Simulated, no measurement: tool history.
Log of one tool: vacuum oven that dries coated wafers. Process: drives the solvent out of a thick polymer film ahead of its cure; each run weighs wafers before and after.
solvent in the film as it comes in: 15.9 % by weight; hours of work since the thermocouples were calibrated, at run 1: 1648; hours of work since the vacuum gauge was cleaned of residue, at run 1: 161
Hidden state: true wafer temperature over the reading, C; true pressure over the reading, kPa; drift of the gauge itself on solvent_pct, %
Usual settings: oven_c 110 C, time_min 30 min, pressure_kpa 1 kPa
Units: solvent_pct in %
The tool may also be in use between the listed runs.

run,hour,oven_c,time_min,pressure_kpa,hours of work since the thermocouples were calibrated,hours of work since the vacuum gauge was cleaned of residue,solvent_pct
1,0,110,30,1,1648,161,2.99
2,15.1,110,30,1,1657,170,3.03
3,24.5,110,30,1,1662,175,2.92
4,41,110,54,1,1671,184,2.02
5,59.3,110,54,1,1681,194,1.92
6,68.9,101,54,1,1686,199,3.52
7,81.3,110,30,1,1693,206,3.19
# hour 95.5: oven's thermocouples calibrated
8,98.8,110,30,1,2,214,2.44
9,110.8,110,30,1,8,221,2.38
10,123.8,110,30,1,16,228,2.36
11,134.3,100,30,1,21,234,4.51
12,152.4,110,30,1.89,31,244,3.67
13,167.9,110,30,1.84,40,252,3.58
14,176.2,110,30,1.84,44,257,3.58
15,193.2,110,30,2.54,54,266,4.73
16,209.2,110,30,2.54,62,275,4.54
17,227.4,110,30,2.54,72,285,4.55
18,242.9,106,30,1,81,294,3.27
19,256.7,106,30,1,89,301,3.12
20,270.6,106,30,1.66,96,309,4.18
21,289.4,106,30,1.66,106,319,4.22
22,305.4,103,42,1.38,115,328,3.6
23,320.9,118,42,1.38,124,336,1.7
24,329.3,118,42,1.38,128,341,1.81
25,342.7,118,42,1.38,136,348,1.83
26,357.4,102,18,0.6,144,357,5.63
27,371.1,98,18,3.14,151,364,10.61
28,388.2,107,18,2.67,161,373,7.02
29,400.2,107,20,1.24,167,380,4.69
30,416.4,107,20,1.24,176,389,4.76
31,427.4,113,20,3.76,182,395,6.36
32,435.7,110,46,1,187,399,1.88
33,447.2,95,30,1,193,406,6.28
34,466.3,112,32,2.19,204,416,3.67
35,478.1,112,32,2.19,210,423,3.77
36,487.8,99,37,1.78,215,428,6
37,503.9,108,37,1.78,224,437,3.61
38,514.5,100,37,3.84,230,443,9.47
39,524.6,109,45,3.09,236,448,5.29

Forecast each of these 5 alternatives for the next run:
A,535.2,110,29,1,241,454,?
B,535.2,109,45,0.83,241,454,?
C,535.2,111,26,1.25,241,454,?
D,535.2,102,30,0.6,241,454,?
E,535.2,109,45,1.75,241,454,?

run,solvent_pct
A,2.69
B,1.83
C,3.11
D,3.62
E,3.18
Without the tool's hidden state the same runs would have given:
run,solvent_pct
A,2.47
B,1.61
C,2.89
D,3.34
E,2.96

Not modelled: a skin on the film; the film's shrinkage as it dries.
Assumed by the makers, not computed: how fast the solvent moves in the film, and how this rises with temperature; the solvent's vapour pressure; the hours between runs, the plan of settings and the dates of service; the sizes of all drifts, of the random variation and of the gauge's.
